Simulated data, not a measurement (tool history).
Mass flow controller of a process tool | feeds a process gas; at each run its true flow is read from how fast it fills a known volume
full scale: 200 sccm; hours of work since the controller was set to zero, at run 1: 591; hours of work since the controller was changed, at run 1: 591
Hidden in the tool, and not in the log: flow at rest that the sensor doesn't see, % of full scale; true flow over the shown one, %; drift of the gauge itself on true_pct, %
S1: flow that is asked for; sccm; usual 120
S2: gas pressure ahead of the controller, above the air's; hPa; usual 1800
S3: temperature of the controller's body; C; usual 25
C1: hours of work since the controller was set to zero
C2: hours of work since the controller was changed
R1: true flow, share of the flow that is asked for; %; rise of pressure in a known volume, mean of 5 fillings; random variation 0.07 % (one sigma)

run 1 hour=0.0 | S1=120 S2=1800 S3=25 | C1=591 C2=591 | R1=98.77
run 2 hour=38.2 | S1=120 S2=1800 S3=25 | C1=609 C2=609 | R1=98.91
run 3 hour=83.9 | S1=120 S2=1800 S3=25 | C1=631 C2=631 | R1=98.94
run 4 hour=135.1 | S1=120 S2=1800 S3=38 | C1=656 C2=656 | R1=99.71
run 5 hour=203.5 | S1=120 S2=1800 S3=38 | C1=690 C2=690 | R1=99.85
run 6 hour=273.1 | S1=120 S2=1800 S3=38 | C1=723 C2=723 | R1=99.80
run 7 hour=340.4 | S1=120 S2=1800 S3=38 | C1=756 C2=756 | R1=99.81
run 8 hour=413.7 | S1=120 S2=1800 S3=30 | C1=792 C2=792 | R1=99.42
run 9 hour=476.8 | S1=120 S2=1800 S3=30 | C1=822 C2=822 | R1=99.34
run 10 hour=510.7 | S1=120 S2=1800 S3=24 | C1=839 C2=839 | R1=99.08
run 11 hour=560.1 | S1=120 S2=1800 S3=25 | C1=863 C2=863 | R1=98.93
-- hour=565.2 controller's zero set anew
run 12 hour=634.5 | S1=120 S2=1800 S3=25 | C1=34 C2=899 | R1=99.19
run 13 hour=678.1 | S1=120 S2=1800 S3=25 | C1=55 C2=920 | R1=99.17
run 14 hour=725.3 | S1=120 S2=1480 S3=29 | C1=78 C2=943 | R1=99.49
run 15 hour=798.9 | S1=120 S2=2290 S3=24 | C1=114 C2=979 | R1=98.85
run 16 hour=859.2 | S1=28 S2=1660 S3=39 | C1=143 C2=1008 | R1=99.50
run 17 hour=904.2 | S1=49 S2=1660 S3=35 | C1=165 C2=1030 | R1=99.24
run 18 hour=946.1 | S1=120 S2=2650 S3=25 | C1=185 C2=1050 | R1=98.85
-- hour=990.1 controller's zero set anew, once more
run 19 hour=998.3 | S1=28 S2=1810 S3=26 | C1=4 C2=1076 | R1=98.22
run 20 hour=1072.9 | S1=98 S2=1570 S3=25 | C1=40 C2=1112 | R1=98.95
run 21 hour=1133.0 | S1=147 S2=2370 S3=27 | C1=69 C2=1141 | R1=99.39
run 22 hour=1179.2 | S1=168 S2=2370 S3=27 | C1=92 C2=1164 | R1=99.77
run 23 hour=1235.7 | S1=168 S2=2370 S3=27 | C1=119 C2=1191 | R1=99.75
run 24 hour=1271.4 | S1=168 S2=2370 S3=27 | C1=137 C2=1208 | R1=99.92
run 25 hour=1302.0 | S1=94 S2=1900 S3=25 | C1=152 C2=1223 | R1=98.76

How the hidden state differs across the entries between the runs, from the last listed run before each to the first after it:
Between runs 11 and 12: controller's zero set anew (hour 565.2)
  flow at rest that the sensor doesn't see, % of full scale: 0.098 -> 0.152; true flow over the shown one, %: 0.14 -> 0.16
  measured less the result without the state, R1: +0.31 -> +0.41 %
Between runs 18 and 19: controller's zero set anew, once more (hour 990.1)
  flow at rest that the sensor doesn't see, % of full scale: 0.169 -> 0.078; true flow over the shown one, %: 0.22 -> 0.23
  measured less the result without the state, R1: +0.51 -> +0.79 %
